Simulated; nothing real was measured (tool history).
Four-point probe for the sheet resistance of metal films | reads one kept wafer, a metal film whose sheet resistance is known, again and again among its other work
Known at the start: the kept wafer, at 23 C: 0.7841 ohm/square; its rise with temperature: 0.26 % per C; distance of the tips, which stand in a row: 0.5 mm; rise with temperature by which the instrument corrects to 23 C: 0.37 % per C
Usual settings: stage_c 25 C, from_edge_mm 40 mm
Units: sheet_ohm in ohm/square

run    hour  stage_c  from_edge_mm  sheet_ohm
  1       0       25            40   0.787549
  2    48.6       25            40   0.787624
  3    81.8       25            40   0.787388
  4   132.9       29            40   0.784481
  5   166.3       29            40    0.78452
  6   218.2       29            40   0.784159
  7   259.2       29            40   0.784384
  8   301.4       29            40   0.785079
  9   345.5       29            40   0.784806
 10   379.4       29            40   0.784839
 11   429.6       25            40   0.788446
 12   484.5       28            40   0.785732
 13   510.5       28            40   0.785977
 14   574.8       28            40   0.786188
 15   603.2       25            11   0.789746
 16   663.3       25            40   0.789026
 17   715.7       25            40   0.788961
 18   765.3       25            40   0.789373
 19   823.8       30             4   0.791611
 20   872.7       23            58   0.791086
 21   917.6       33            67   0.782499
 22   957.4       20            69   0.793702
 23   988.9       20             7   0.795995
 24  1045.4       20             7   0.796137
 25  1099.4       25            72   0.789721
 26  1139.9       23            24   0.791571
 27    1171       20            40   0.794328
 28  1197.7       28            40   0.787232
 29  1254.8       24            40   0.791003
 30  1311.2       27            40    0.78812
 31  1345.2       34            40   0.782211
 32  1391.1       24            50   0.791198
 33  1443.8       24            50   0.791299
 34  1491.1       24            74   0.791314
 35  1530.2       26            31    0.78974
 36  1569.9       22            19   0.793482

Some steps in sheet_ohm between neighbouring runs. How much of each would the tool show without its hidden state too (settings, what came in, random variation), and how much is left for the hidden state, with any gauge scatter that isn't in both results?
The hidden state here: inner tips' distance over the nominal, %; tips' flats over new ones', %; wafer's true temperature over the reading, C; drift of the gauge itself on sheet_ohm, %.
Run 20 -> 21: stage_c 23 -> 33, from_edge_mm 58 -> 67. sheet_ohm -0.008587 ohm/square: hidden state +0.000004, all else -0.008591.
Run 21 -> 22: stage_c 33 -> 20, from_edge_mm 67 -> 69. sheet_ohm +0.011203 ohm/square: hidden state +0.000184, all else +0.011019.
Run 28 -> 29: stage_c 28 -> 24. sheet_ohm +0.003771 ohm/square: hidden state +0.000149, all else +0.003622.
Run 31 -> 32: stage_c 34 -> 24, from_edge_mm 40 -> 50. sheet_ohm +0.008987 ohm/square: hidden state +0.000183, all else +0.008804.
